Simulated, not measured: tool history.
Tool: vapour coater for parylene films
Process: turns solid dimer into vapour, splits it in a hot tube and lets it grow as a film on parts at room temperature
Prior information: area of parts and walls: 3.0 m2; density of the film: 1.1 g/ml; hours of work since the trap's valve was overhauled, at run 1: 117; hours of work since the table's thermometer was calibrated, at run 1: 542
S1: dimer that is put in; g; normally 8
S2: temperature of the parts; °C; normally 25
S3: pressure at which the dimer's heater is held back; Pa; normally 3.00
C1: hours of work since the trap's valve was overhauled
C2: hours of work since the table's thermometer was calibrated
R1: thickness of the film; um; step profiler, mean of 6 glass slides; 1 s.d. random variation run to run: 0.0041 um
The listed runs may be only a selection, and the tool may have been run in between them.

run   hour  S1  S2     S3   C1    C2     R1
  1    0.0   8  25   3.00  117   542  1.505
  2   13.0   8  25   3.00  128   553  1.502
  3   28.6   8  25   3.00  141   566  1.504
  4   42.6   8  25   3.00  153   578  1.501
  5   60.8   8  25   3.00  168   594  1.494
  6   78.6   8  25   3.00  183   609  1.493
  7   93.4   8  25   3.00  196   621  1.487
  8  112.6   8  25   3.00  212   638  1.481
     132.9  -- trap's valve overhauled
  9  133.3   8  32   3.00    0   652  1.024
 10  147.9   6  32   3.00   13   664  0.764
 11  157.2   6  32   3.00   21   672  0.769
     177.7  -- trap's valve overhauled, once more
 12  179.6   6  32   3.00    2   688  0.844
 13  196.4   6  25   3.00   16   702  1.168
 14  204.8   6  25   3.00   23   709  1.164
 15  223.2   8  25   3.00   39   725  1.548
 16  237.3   8  33   3.00   51   737  1.058
 17  252.2   8  33   3.00   63   749  1.056
 18  263.4   8  33   3.00   73   759  1.056
 19  282.2   8  33   3.00   89   775  1.057
 20  292.1   8  25   3.00   97   783  1.532
 21  306.1   8  25   3.00  109   795  1.531
 22  323.8   8  25   3.00  124   810  1.528
 23  332.1   8  25   7.15  131   817  1.442
 24  340.2   8  25   7.15  138   824  1.436
 25  351.4   8  25   7.15  147   834  1.434
 26  367.1   8  25   7.15  161   847  1.435
 27  378.6   8  21   7.15  171   857  1.732
 28  387.7   6  26   3.00  178   864  1.086
 29  403.2   3  17   3.00  191   878  0.832
 30  422.8   3  17   3.00  208   894  0.825
 31  434.6   5  32   3.72  218   904  0.671
     447.9  -- trap's valve overhauled
 32  458.1   7  21   5.08    9   921  1.588
 33  476.8  10  20   3.00   24   937  2.456
 34  486.1   8  22   3.41   32   945  1.778
 35  504.8   8  22   3.41   48   960  1.769
 36  515.5  11  33   9.67   57   970  1.353
 37  529.2  10  25  11.06   69   981  1.765
 38  542.7   5  18   3.33   81   993  1.327
 39  559.9   5  18   3.33   95  1007  1.334
 40  572.1   5  18   3.33  105  1018  1.329
 41  591.0  13  18   3.33  122  1034  3.445
 42  600.3   8  18   3.33  129  1042  2.115
 43  618.9   8  18   3.33  145  1057  2.118
 44  629.3   8  18   3.33  154  1066  2.111
 45  644.7   8  18   3.33  167  1079  2.097
 46  657.8  12  20   3.33  178  1090  2.863
 47  675.1  12  20   3.33  193  1105  2.868

Selected run-to-run steps in R1, each split into two signed amounts: the part the tool would show with no hidden state at all (from settings, incoming material and random variation), and the remainder, which goes to the hidden state together with any gauge scatter not common to the measured and the hidden-state-free results:
Unlogged tool condition in this case: vapour lost through the trap's worn valve, %; true temperature of the parts over the reading, C; drift of the gauge itself on film_um, %.
Run 8 -> 9: S2 25 -> 32, trap's valve overhauled. R1 -0.457 um: hidden state -0.027, all else -0.430.
Run 11 -> 12: trap's valve overhauled, once more. R1 +0.075 um: hidden state +0.072, all else +0.003.
Run 31 -> 32: S1 5 -> 7, S2 32 -> 21, S3 3.72 -> 5.08, trap's valve overhauled. R1 +0.917 um: hidden state +0.045, all else +0.872.
Run 40 -> 41: S1 5 -> 13. R1 +2.116 um: hidden state +0.009, all else +2.107.
Run 41 -> 42: S1 13 -> 8. R1 -1.330 um: hidden state -0.010, all else -1.320.
